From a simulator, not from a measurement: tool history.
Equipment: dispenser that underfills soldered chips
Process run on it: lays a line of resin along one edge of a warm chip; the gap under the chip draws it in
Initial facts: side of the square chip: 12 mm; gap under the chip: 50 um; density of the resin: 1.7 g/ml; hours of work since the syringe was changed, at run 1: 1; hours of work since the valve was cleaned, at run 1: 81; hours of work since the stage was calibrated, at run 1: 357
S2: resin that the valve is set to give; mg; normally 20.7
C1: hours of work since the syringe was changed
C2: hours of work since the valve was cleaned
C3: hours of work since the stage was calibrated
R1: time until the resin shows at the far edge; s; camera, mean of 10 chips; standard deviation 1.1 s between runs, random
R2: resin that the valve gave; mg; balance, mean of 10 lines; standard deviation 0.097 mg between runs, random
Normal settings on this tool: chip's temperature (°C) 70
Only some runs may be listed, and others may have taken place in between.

Run 1, hour 0.0: usual settings; C1 1; C2 81; C3 357. Result: R1 123.0 s, R2 19.25 mg.
At hour 8.1: new syringe of resin.
Run 2, hour 10.4: usual settings; C1 2; C2 89; C3 364. Result: R1 127.7 s, R2 19.11 mg.
At hour 18.6: new syringe of resin.
Run 3, hour 20.8: usual settings; C1 2; C2 96; C3 371. Result: R1 125.6 s, R2 19.00 mg.
At hour 29.2: new syringe of resin.
Run 4, hour 31.5: usual settings; C1 2; C2 103; C3 379. Result: R1 125.1 s, R2 18.76 mg.
At hour 40.2: new syringe of resin.
Run 5, hour 43.2: usual settings but chip's temperature (°C) 71; C1 2; C2 111; C3 387. Result: R1 122.8 s, R2 18.80 mg.
At hour 50.9: new syringe of resin.
Run 6, hour 52.3: usual settings but chip's temperature (°C) 71; C1 1; C2 117; C3 393. Result: R1 117.7 s, R2 18.59 mg.
At hour 61.7: new syringe of resin.
Run 7, hour 62.2: usual settings but chip's temperature (°C) 71; C1 0; C2 124; C3 400. Result: R1 114.8 s, R2 18.40 mg.
At hour 64.6: dispensing valve cleaned and set on the balance.
Run 8, hour 69.9: usual settings but chip's temperature (°C) 71; C1 5; C2 4; C3 405. Result: R1 146.1 s, R2 20.57 mg.
At hour 72.7: new syringe of resin.
Run 9, hour 81.1: usual settings but chip's temperature (°C) 71; C1 6; C2 12; C3 412. Result: R1 151.1 s, R2 20.47 mg.
At hour 82.9: new syringe of resin.
Run 10, hour 89.7: usual settings but chip's temperature (°C) 58, S2 26.1 mg; C1 5; C2 17; C3 418. Result: R1 223.0 s, R2 25.85 mg.
At hour 92.8: new syringe of resin.
Run 11, hour 101.8: usual settings but S2 19.0 mg; C1 6; C2 26; C3 427. Result: R1 159.4 s, R2 18.62 mg.
At hour 102.8: new syringe of resin.
Run 12, hour 108.1: usual settings but chip's temperature (°C) 58, S2 21.9 mg; C1 4; C2 30; C3 431. Result: R1 220.8 s, R2 21.41 mg.
At hour 112.8: new syringe of resin.
Run 13, hour 119.4: usual settings but chip's temperature (°C) 72, S2 22.0 mg; C1 5; C2 38; C3 439. Result: R1 137.2 s, R2 21.33 mg.
At hour 123.1: new syringe of resin.
Run 14, hour 129.0: usual settings but chip's temperature (°C) 64, S2 24.5 mg; C1 4; C2 44; C3 445. Result: R1 179.0 s, R2 23.50 mg.
At hour 133.3: new syringe of resin.
Run 15, hour 134.4: usual settings but chip's temperature (°C) 64, S2 24.5 mg; C1 1; C2 48; C3 449. Result: R1 145.1 s, R2 23.50 mg.
Run 16, hour 140.2: usual settings but chip's temperature (°C) 61, S2 20.4 mg; C1 5; C2 52; C3 453. Result: R1 206.9 s, R2 19.52 mg.
At hour 144.0: new syringe of resin.
Run 17, hour 146.1: usual settings but chip's temperature (°C) 83, S2 23.5 mg; C1 2; C2 56; C3 457. Result: R1 79.7 s, R2 22.45 mg.

What if the next run were any one of these 4? Each begins from the tool's condition after run 17:
Run A, hour 151.5: usual settings but chip's temperature (°C) 56; C1 5; C2 60; C3 461. Result: R1 ?, R2 ?.
Run B, hour 151.5: usual settings but chip's temperature (°C) 83, S2 22.4 mg; C1 5; C2 60; C3 461. Result: R1 ?, R2 ?.
Run C, hour 151.5: usual settings but chip's temperature (°C) 57, S2 23.7 mg; C1 5; C2 60; C3 461. Result: R1 ?, R2 ?.
Run D, hour 151.5: usual settings but chip's temperature (°C) 58, S2 23.5 mg; C1 5; C2 60; C3 461. Result: R1 ?, R2 ?.

run     R1     R2
  A  259.1  19.68
  B   99.0  21.44
  C  249.5  22.49
  D  236.9  22.46
The same runs, with their run-to-run variation unchanged, on a tool lacking any hidden condition would have given:
run     R1     R2
  A  176.8  20.69
  B   68.4  22.54
  C  170.7  23.65
  D  162.3  23.62

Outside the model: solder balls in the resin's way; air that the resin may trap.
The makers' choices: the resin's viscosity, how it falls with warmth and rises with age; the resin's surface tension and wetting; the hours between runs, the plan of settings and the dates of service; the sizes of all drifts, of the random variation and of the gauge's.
